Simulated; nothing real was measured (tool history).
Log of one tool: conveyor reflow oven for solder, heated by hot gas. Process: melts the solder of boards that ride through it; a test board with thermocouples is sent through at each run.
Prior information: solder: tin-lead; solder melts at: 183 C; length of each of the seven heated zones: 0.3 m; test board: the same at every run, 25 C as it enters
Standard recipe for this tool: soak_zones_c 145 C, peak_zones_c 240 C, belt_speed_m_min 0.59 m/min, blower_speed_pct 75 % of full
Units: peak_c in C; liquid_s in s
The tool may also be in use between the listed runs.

run,day,soak_zones_c,peak_zones_c,belt_speed_m_min,blower_speed_pct,peak_c,liquid_s
1,0,145,240,0.59,75,223.2,50.7
2,0.379,145,240,0.59,78,223.7,51.4
3,0.762,145,248,0.59,75,229.5,53.9
4,1.225,145,248,0.59,75,229.7,53.8
5,1.546,145,248,0.59,75,229.3,53.8
6,1.846,145,240,0.564,75,223.9,53.5
7,2.121,145,240,0.564,75,223.4,53.8
8,2.608,145,241,0.564,75,224.4,54.2
9,3.008,145,241,0.564,75,224.4,54.1
10,3.371,145,241,0.564,75,223.7,54.2
11,3.671,145,240,0.59,75,222.1,50.2
12,4.071,145,240,0.59,75,221.9,50.3
13,4.421,145,240,0.59,75,221.5,50.1
14,4.883,140,245,0.59,75,224.8,50.3
# day 5.092: belt drive overhauled, speed set with a stopwatch
15,5.558,140,245,0.59,75,225.2,50.5
16,5.942,140,245,0.59,75,225.1,50.5
17,6.246,145,243,0.59,89,227.7,53.7
18,6.567,147,251,0.545,55,226.3,57.5
19,6.871,147,251,0.545,55,225.8,57.4
20,7.129,147,251,0.484,62,233.3,68.9
21,7.608,132,251,0.558,62,225.2,51.2
# day 8.067: belt drive overhauled, speed set with a stopwatch, once more
22,8.271,132,251,0.558,62,224.7,50.1
23,8.617,135,251,0.656,62,218.4,39.3
24,9.096,135,251,0.656,67,220.2,40.9
25,9.546,136,234,0.622,78,213,39.6
26,9.767,136,238,0.573,60,213.1,42

Subtracting, for every run, the result it would have given without the tool's unlogged condition from the measured result gives the following. The same run-to-run variation enters both numbers; the gauge's scatter may not:
Hidden conditions of the tool in this case: heat that the gas passes to the board, % of a clean oven's; belt's true speed, % of the reading; true gas temperature in zones 6 and 7 over the reading, C; drift of the gauge itself on peak_c, C; drift of the gauge itself on liquid_s, %.
run,peak_c,liquid_s
1,-1.6,-0.7
2,-1.6,-0.7
3,-1.7,-0.6
4,-1.8,-0.6
5,-1.8,-0.6
6,-1.9,-0.8
7,-1.9,-0.8
8,-2,-0.8
9,-2.1,-0.9
10,-2.2,-0.9
11,-2.2,-1
12,-2.3,-1.1
13,-2.4,-1.1
14,-2.6,-1.2
15,-2.6,-1
16,-2.7,-1
17,-2.8,-0.8
18,-2.3,-0.9
19,-2.5,-0.9
20,-2.5,-0.6
21,-2.9,-1.3
22,-3.5,-2.1
23,-3.7,-2.4
24,-4,-2.3
25,-3.8,-2.9
26,-3.5,-2.9
